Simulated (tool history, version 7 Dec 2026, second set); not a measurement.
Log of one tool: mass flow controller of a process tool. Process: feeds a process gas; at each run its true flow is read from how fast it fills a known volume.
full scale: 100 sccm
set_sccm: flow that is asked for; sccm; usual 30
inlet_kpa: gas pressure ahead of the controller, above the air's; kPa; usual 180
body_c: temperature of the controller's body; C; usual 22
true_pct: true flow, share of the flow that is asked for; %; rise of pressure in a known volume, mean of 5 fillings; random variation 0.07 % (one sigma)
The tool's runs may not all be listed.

Run 1, day 0: usual settings. Result: true_pct 98.46 %.
Run 2, day 2.588: usual settings. Result: true_pct 98.37 %.
Run 3, day 5.388: usual settings. Result: true_pct 98.29 %.
Run 4, day 8.842: usual settings but inlet_kpa 279 kPa. Result: true_pct 98.83 %.
Run 5, day 11.488: usual settings but inlet_kpa 279 kPa. Result: true_pct 98.82 %.
Run 6, day 14.962: usual settings but inlet_kpa 279 kPa. Result: true_pct 98.9 %.
Run 7, day 18.021: usual settings but inlet_kpa 279 kPa. Result: true_pct 98.86 %.
Run 8, day 20.154: usual settings. Result: true_pct 98.21 %.
Run 9, day 21.783: usual settings. Result: true_pct 98.31 %.
Run 10, day 23.854: usual settings. Result: true_pct 98.24 %.
Run 11, day 25.438: usual settings but set_sccm 73 sccm, body_c 36 C. Result: true_pct 98.77 %.
Run 12, day 27.942: usual settings but set_sccm 24 sccm, inlet_kpa 217 kPa, body_c 36 C. Result: true_pct 97.4 %.
Run 13, day 30.55: usual settings but set_sccm 16 sccm, inlet_kpa 242 kPa, body_c 25 C. Result: true_pct 97.55 %.
Run 14, day 33.558: usual settings but set_sccm 20 sccm, inlet_kpa 225 kPa, body_c 37 C. Result: true_pct 97.12 %.
Run 15, day 35.821: usual settings. Result: true_pct 98.14 %.
Run 16, day 37.921: usual settings but inlet_kpa 216 kPa, body_c 20 C. Result: true_pct 98.46 %.
Run 17, day 40.183: usual settings but set_sccm 80 sccm, inlet_kpa 266 kPa, body_c 25 C. Result: true_pct 99.83 %.
Run 18, day 43.462: usual settings but inlet_kpa 203 kPa, body_c 23 C. Result: true_pct 98.27 %.

5 ways to go on from here, each from the tool as it stands after run 18. What would each give?
Run A, day 45.617: usual settings but set_sccm 38 sccm, inlet_kpa 203 kPa. Result: true_pct ?.
Run B, day 45.617: usual settings but body_c 24 C. Result: true_pct ?.
Run C, day 45.617: usual settings but set_sccm 29 sccm, body_c 26 C. Result: true_pct ?.
Run D, day 45.617: usual settings but inlet_kpa 203 kPa, body_c 35 C. Result: true_pct ?.
Run E, day 45.617: usual settings but inlet_kpa 211 kPa. Result: true_pct ?.

run  true_pct
  A     98.59
  B     97.95
  C     97.99
  D      97.7
  E     98.38
Without the tool's hidden state the same runs would have given:
run  true_pct
  A     99.04
  B     98.58
  C     98.65
  D     98.33
  E     99.01

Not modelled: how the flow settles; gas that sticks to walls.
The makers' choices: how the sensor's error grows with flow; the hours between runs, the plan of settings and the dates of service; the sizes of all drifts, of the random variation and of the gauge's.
